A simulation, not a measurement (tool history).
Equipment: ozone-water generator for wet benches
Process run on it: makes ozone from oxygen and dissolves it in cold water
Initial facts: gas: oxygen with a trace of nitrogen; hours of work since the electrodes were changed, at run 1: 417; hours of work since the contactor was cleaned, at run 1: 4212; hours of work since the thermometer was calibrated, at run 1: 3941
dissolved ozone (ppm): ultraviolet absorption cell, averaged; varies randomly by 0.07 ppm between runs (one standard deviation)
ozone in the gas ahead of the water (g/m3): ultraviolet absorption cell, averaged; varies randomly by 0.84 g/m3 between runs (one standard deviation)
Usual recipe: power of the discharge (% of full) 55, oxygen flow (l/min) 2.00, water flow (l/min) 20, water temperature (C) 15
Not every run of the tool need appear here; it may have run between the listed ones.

run,hour,power of the discharge (% of full),oxygen flow (l/min),water flow (l/min),water temperature (C),hours of work since the electrodes were changed,hours of work since the contactor was cleaned,hours of work since the thermometer was calibrated,dissolved ozone (ppm),ozone in the gas ahead of the water (g/m3)
1,0.0,55,2.00,20,15,417,4212,3941,8.73,133.4
2,21.5,55,2.00,20,15,432,4227,3955,8.67,134.5
3,44.3,55,2.00,20,15,447,4242,3970,8.72,134.4
4,63.0,54,2.00,20,15,460,4255,3983,8.60,133.9
5,97.2,66,2.00,20,15,483,4278,4006,9.80,153.0
6,127.9,66,2.00,20,15,503,4298,4026,9.70,151.7
7,164.7,66,2.00,20,18,528,4323,4051,9.48,151.1
# hour 168.3: water thermometer calibrated
8,198.4,80,2.00,20,15,550,4345,20,11.01,172.1
9,228.2,55,2.00,23,9,570,4365,40,7.73,134.2
10,260.4,55,2.00,23,9,592,4387,62,7.95,135.7
11,275.7,55,2.00,23,9,602,4397,72,7.96,135.6
# hour 311.4: water thermometer calibrated, once more
12,313.7,53,2.00,23,15,627,4422,2,7.40,131.6
13,333.9,55,1.73,20,9,641,4436,15,8.72,146.2

Consider 4 possible next runs. They are alternatives, not a sequence: every one starts from the tool as it was left by run 13. What does each give?
A,360.9,55,2.00,28,22,659,4454,33,?,?
B,360.9,55,2.94,14,21,659,4454,33,?,?
C,360.9,49,1.14,27,9,659,4454,33,?,?
D,360.9,56,3.50,15,9,659,4454,33,?,?

run,dissolved ozone (ppm),ozone in the gas ahead of the water (g/m3)
A,6.06,135.0
B,11.50,108.7
C,5.13,170.4
D,13.03,99.0
With the hidden condition removed and each run's random variation left untouched, the same runs would have given:
run,dissolved ozone (ppm),ozone in the gas ahead of the water (g/m3)
A,6.23,136.0
B,11.75,109.5
C,5.26,171.6
D,13.32,99.8
